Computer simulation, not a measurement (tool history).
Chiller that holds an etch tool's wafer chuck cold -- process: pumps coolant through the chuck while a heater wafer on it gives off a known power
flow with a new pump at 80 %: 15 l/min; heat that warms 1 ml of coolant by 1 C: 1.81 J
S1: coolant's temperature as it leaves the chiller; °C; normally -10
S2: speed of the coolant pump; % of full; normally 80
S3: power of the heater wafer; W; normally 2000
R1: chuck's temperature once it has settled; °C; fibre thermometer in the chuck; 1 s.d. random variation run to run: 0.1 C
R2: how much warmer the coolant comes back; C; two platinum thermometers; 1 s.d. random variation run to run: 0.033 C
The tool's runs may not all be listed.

Run 1, day 0: usual settings. Result: R1 14.3 °C, R2 4.53 C.
Run 2, day 5.654: usual settings but S1 -9 °C. Result: R1 15.6 °C, R2 4.59 C.
Run 3, day 10.608: usual settings but S1 -9 °C. Result: R1 15.7 °C, R2 4.6 C.
Run 4, day 17.825: usual settings but S3 2588 W. Result: R1 22 °C, R2 5.93 C.
At day 22.154: coolant changed, channels flushed.
Run 5, day 22.729: usual settings. Result: R1 12 °C, R2 4.59 C.
Run 6, day 30.167: usual settings. Result: R1 12 °C, R2 4.56 C.
At day 30.667: chiller's thermometer calibrated.
Run 7, day 37.033: usual settings. Result: R1 11.9 °C, R2 4.59 C.
Run 8, day 44.633: usual settings. Result: R1 12 °C, R2 4.65 C.
At day 51.05: chiller's thermometer calibrated, once more.
Run 9, day 51.571: usual settings but S3 1610 W. Result: R1 7.9 °C, R2 3.72 C.
Run 10, day 60.929: usual settings. Result: R1 12.5 °C, R2 4.63 C.
Run 11, day 70.717: usual settings. Result: R1 12.4 °C, R2 4.67 C.
Run 12, day 77.012: usual settings but S1 -19 °C, S3 1758 W. Result: R1 0.7 °C, R2 4.04 C.
Run 13, day 81.029: usual settings but S1 -3 °C, S2 100 % of full, S3 1171 W. Result: R1 8.3 °C, R2 2.14 C.
Run 14, day 86.879: usual settings but S2 62 % of full, S3 1158 W. Result: R1 5.6 °C, R2 3.47 C.
Run 15, day 92.908: usual settings but S1 -19 °C, S2 90 % of full, S3 2041 W. Result: R1 2.1 °C, R2 4.15 C.
Run 16, day 97.362: usual settings but S1 -19 °C, S2 90 % of full, S3 2041 W. Result: R1 2.3 °C, R2 4.19 C.
Run 17, day 103.654: usual settings but S1 -20 °C, S2 90 % of full, S3 2041 W. Result: R1 1.2 °C, R2 4.22 C.
Run 18, day 111.346: usual settings but S1 -2 °C, S3 1561 W. Result: R1 15.7 °C, R2 3.61 C.

Predict the results of run 19:
Run 19, day 116.258: usual settings but S1 -2 °C, S3 2055 W. Result: R1 ?, R2 ?.

{"run 19": {"R1": 21.6, "R2": 4.78}}
With the hidden condition absent and the run-to-run variation left alone, this run would have shown R1 19.9 °C, R2 4.53 C.
